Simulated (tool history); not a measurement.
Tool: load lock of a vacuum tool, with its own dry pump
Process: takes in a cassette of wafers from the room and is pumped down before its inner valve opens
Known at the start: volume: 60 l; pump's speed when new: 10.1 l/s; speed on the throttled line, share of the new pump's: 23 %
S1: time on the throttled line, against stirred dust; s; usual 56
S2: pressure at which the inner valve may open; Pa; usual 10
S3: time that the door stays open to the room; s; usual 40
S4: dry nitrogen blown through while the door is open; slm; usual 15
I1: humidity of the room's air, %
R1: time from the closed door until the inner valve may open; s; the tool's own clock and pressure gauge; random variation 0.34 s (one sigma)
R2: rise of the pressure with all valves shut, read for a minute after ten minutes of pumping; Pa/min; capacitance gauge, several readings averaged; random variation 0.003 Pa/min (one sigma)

Run 1, day 0.000: usual settings; I1 43.4. Result: R1 101.3 s, R2 0.164 Pa/min.
Run 2, day 4.021: usual settings; I1 42.0. Result: R1 100.8 s, R2 0.165 Pa/min.
Run 3, day 7.838: usual settings but S4 40 slm; I1 43.2. Result: R1 101.9 s, R2 0.155 Pa/min.
Run 4, day 12.050: usual settings but S4 10 slm; I1 43.6. Result: R1 101.7 s, R2 0.170 Pa/min.
Run 5, day 16.233: usual settings but S4 10 slm; I1 47.4. Result: R1 101.8 s, R2 0.180 Pa/min.
Run 6, day 23.688: usual settings but S2 17 Pa; I1 47.1. Result: R1 97.9 s, R2 0.174 Pa/min.
Run 7, day 29.533: usual settings but S3 70 s; I1 44.6. Result: R1 101.9 s, R2 0.194 Pa/min.
Run 8, day 33.096: usual settings but S3 70 s; I1 46.9. Result: R1 101.8 s, R2 0.197 Pa/min.
Run 9, day 39.071: usual settings but S3 70 s; I1 46.0. Result: R1 101.4 s, R2 0.195 Pa/min.
Run 10, day 47.104: usual settings but S3 70 s; I1 45.9. Result: R1 101.3 s, R2 0.206 Pa/min.
Run 11, day 52.996: usual settings but S3 70 s; I1 44.9. Result: R1 102.0 s, R2 0.199 Pa/min.
Run 12, day 61.083: usual settings but S3 70 s; I1 47.1. Result: R1 102.1 s, R2 0.212 Pa/min.
Run 13, day 65.246: usual settings but S1 32 s, S4 29 slm; I1 44.4. Result: R1 84.3 s, R2 0.177 Pa/min.
Run 14, day 68.862: usual settings but S1 38 s; I1 43.7. Result: R1 88.9 s, R2 0.186 Pa/min.
At day 71.400: door's seal changed, seat wiped.
Run 15, day 76.983: usual settings but S2 9 Pa, S3 185 s, S4 5 slm; I1 44.7. Result: R1 103.0 s, R2 0.144 Pa/min.
Run 16, day 83.108: usual settings but S1 102 s, S2 9 Pa, S3 98 s, S4 4 slm; I1 41.0. Result: R1 137.9 s, R2 0.087 Pa/min.
Run 17, day 88.558: usual settings but S1 45 s, S2 12 Pa, S3 105 s, S4 32 slm; I1 43.3. Result: R1 92.7 s, R2 0.051 Pa/min.
Run 18, day 96.412: usual settings but S1 45 s, S2 15 Pa, S3 119 s, S4 6 slm; I1 46.2. Result: R1 91.8 s, R2 0.109 Pa/min.
Run 19, day 104.175: usual settings but S1 109 s; I1 45.1. Result: R1 141.7 s, R2 0.035 Pa/min.
Run 20, day 108.233: usual settings but S1 109 s, S3 170 s, S4 17 slm; I1 47.8. Result: R1 142.8 s, R2 0.111 Pa/min.
Run 21, day 114.917: usual settings but S2 17 Pa, S4 12 slm; I1 41.7. Result: R1 98.7 s, R2 0.035 Pa/min.

Forecast each of these 5 alternatives for the next run:
Run A, day 119.096: usual settings but S3 222 s; I1 47.2. Result: R1 ?, R2 ?.
Run B, day 119.096: usual settings but S4 6 slm; I1 48.6. Result: R1 ?, R2 ?.
Run C, day 119.096: usual settings but S1 55 s, S2 13 Pa, S3 76 s, S4 12 slm; I1 44.7. Result: R1 ?, R2 ?.
Run D, day 119.096: usual settings but S2 9 Pa, S4 7 slm; I1 45.8. Result: R1 ?, R2 ?.
Run E, day 119.096: usual settings but S1 28 s, S2 14 Pa, S4 9 slm; I1 45.6. Result: R1 ?, R2 ?.

run     R1     R2
  A  103.0  0.137
  B  102.7  0.057
  C   99.8  0.059
  D  103.9  0.052
  E   79.0  0.047
Without the tool's hidden state the same runs would have given:
run    R1     R2
  A  98.7  0.134
  B  98.4  0.054
  C  95.7  0.055
  D  99.4  0.048
  E  74.3  0.043
